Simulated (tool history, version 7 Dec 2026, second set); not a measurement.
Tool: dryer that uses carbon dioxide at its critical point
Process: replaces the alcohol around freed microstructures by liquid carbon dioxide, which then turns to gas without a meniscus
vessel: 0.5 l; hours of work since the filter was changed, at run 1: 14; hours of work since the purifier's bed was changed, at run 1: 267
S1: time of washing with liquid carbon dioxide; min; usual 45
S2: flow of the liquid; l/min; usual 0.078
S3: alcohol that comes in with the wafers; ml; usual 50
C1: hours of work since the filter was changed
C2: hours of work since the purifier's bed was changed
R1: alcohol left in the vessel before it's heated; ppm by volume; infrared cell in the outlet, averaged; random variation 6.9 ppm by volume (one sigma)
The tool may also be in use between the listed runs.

Run 1, hour 0: usual settings; C1 14; C2 267. Result: R1 364 ppm by volume.
Run 2, hour 49.3: usual settings; C1 52; C2 304. Result: R1 386 ppm by volume.
Run 3, hour 80.6: usual settings; C1 76; C2 328. Result: R1 420 ppm by volume.
Run 4, hour 111.7: usual settings; C1 100; C2 352. Result: R1 449 ppm by volume.
Run 5, hour 172.7: usual settings; C1 147; C2 399. Result: R1 466 ppm by volume.
Run 6, hour 210.6: usual settings; C1 176; C2 428. Result: R1 493 ppm by volume.
Run 7, hour 271.8: usual settings but S1 66 min; C1 223; C2 475. Result: R1 121 ppm by volume.
Run 8, hour 302.2: usual settings but S1 66 min; C1 246; C2 498. Result: R1 143 ppm by volume.
At hour 325.3: inlet filter changed.
Run 9, hour 354.3: usual settings; C1 22; C2 538. Result: R1 414 ppm by volume.
Run 10, hour 386.3: usual settings; C1 47; C2 562. Result: R1 433 ppm by volume.
At hour 418.9: purifier's bed changed.
Run 11, hour 441.4: usual settings; C1 87; C2 17. Result: R1 366 ppm by volume.
Run 12, hour 481.4: usual settings; C1 117; C2 48. Result: R1 388 ppm by volume.
Run 13, hour 519.9: usual settings; C1 147; C2 78. Result: R1 418 ppm by volume.
Run 14, hour 547.7: usual settings; C1 168; C2 99. Result: R1 432 ppm by volume.
Run 15, hour 592.3: usual settings; C1 203; C2 133. Result: R1 478 ppm by volume.
Run 16, hour 617.3: usual settings; C1 222; C2 152. Result: R1 488 ppm by volume.
At hour 675.7: inlet filter changed.
Run 17, hour 680.1: usual settings; C1 3; C2 200. Result: R1 367 ppm by volume.
Run 18, hour 705.1: usual settings; C1 23; C2 219. Result: R1 373 ppm by volume.
Run 19, hour 749.7: usual settings but S1 46 min, S3 22 ml; C1 57; C2 253. Result: R1 194 ppm by volume.

Forecast run 20:
Run 20, hour 785.6: usual settings but S1 31 min, S2 0.0623 l/min, S3 106 ml; C1 84; C2 281. Result: R1 ?.

{"run 20": {"R1": 10197}}
Without the tool's hidden state the same run would have given R1 9345 ppm by volume.
